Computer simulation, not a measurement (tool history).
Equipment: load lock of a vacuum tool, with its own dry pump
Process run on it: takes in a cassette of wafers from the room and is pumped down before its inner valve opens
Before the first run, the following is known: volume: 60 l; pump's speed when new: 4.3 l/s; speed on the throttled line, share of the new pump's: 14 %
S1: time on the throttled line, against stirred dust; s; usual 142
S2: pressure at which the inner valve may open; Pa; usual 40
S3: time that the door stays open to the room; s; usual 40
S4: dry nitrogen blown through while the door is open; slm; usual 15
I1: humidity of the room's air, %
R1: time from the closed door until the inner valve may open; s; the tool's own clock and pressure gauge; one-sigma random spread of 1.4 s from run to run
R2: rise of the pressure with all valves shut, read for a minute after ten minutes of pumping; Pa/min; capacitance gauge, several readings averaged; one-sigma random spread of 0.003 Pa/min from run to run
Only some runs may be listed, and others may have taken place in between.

Run 1, hour 0.0: usual settings; I1 45.2. Result: R1 229.9 s, R2 0.262 Pa/min.
Run 2, hour 212.3: usual settings but S1 177 s; I1 47.6. Result: R1 258.4 s, R2 0.281 Pa/min.
Run 3, hour 428.1: usual settings but S1 177 s; I1 47.2. Result: R1 261.2 s, R2 0.295 Pa/min.
Run 4, hour 665.3: usual settings but S1 177 s; I1 42.7. Result: R1 259.8 s, R2 0.294 Pa/min.
Run 5, hour 922.6: usual settings but S1 177 s; I1 41.7. Result: R1 259.5 s, R2 0.315 Pa/min.
Run 6, hour 1118.6: usual settings but S1 177 s; I1 40.4. Result: R1 263.4 s, R2 0.318 Pa/min.
Run 7, hour 1352.3: usual settings but S1 168 s, S2 44 Pa, S4 13 slm; I1 43.7. Result: R1 253.0 s, R2 0.330 Pa/min.
Run 8, hour 1694.6: usual settings but S1 168 s, S2 44 Pa, S4 13 slm; I1 47.4. Result: R1 252.0 s, R2 0.351 Pa/min.
Run 9, hour 1862.5: usual settings but S1 168 s, S2 44 Pa, S4 13 slm; I1 42.1. Result: R1 255.7 s, R2 0.358 Pa/min.
Run 10, hour 2164.5: usual settings but S1 168 s, S2 44 Pa, S4 13 slm; I1 44.6. Result: R1 256.4 s, R2 0.379 Pa/min.
Run 11, hour 2365.7: usual settings but S1 168 s, S2 80 Pa, S3 25 s, S4 7 slm; I1 43.3. Result: R1 246.7 s, R2 0.392 Pa/min.

5 options for the next run, each taken on its own from the tool as it stands now. Forecast them:
Run A, hour 2527.2: usual settings but S1 198 s, S2 80 Pa, S3 39 s, S4 7 slm; I1 42.4. Result: R1 ?, R2 ?.
Run B, hour 2527.2: usual settings but S4 37 slm; I1 46.1. Result: R1 ?, R2 ?.
Run C, hour 2527.2: usual settings but S1 197 s, S2 57 Pa, S3 29 s; I1 45.4. Result: R1 ?, R2 ?.
Run D, hour 2527.2: usual settings but S1 168 s, S2 80 Pa, S3 25 s, S4 7 slm; I1 47.2. Result: R1 ?, R2 ?.
Run E, hour 2527.2: usual settings but S2 66 Pa, S3 165 s, S4 22 slm; I1 46.6. Result: R1 ?, R2 ?.

run     R1     R2
  A  270.9  0.395
  B  233.5  0.391
  C  276.5  0.400
  D  245.9  0.408
  E  227.9  0.424
Without the tool's hidden state the same runs would have given:
run     R1     R2
  A  268.5  0.017
  B  230.4  0.010
  C  273.9  0.012
  D  243.3  0.019
  E  225.1  0.038
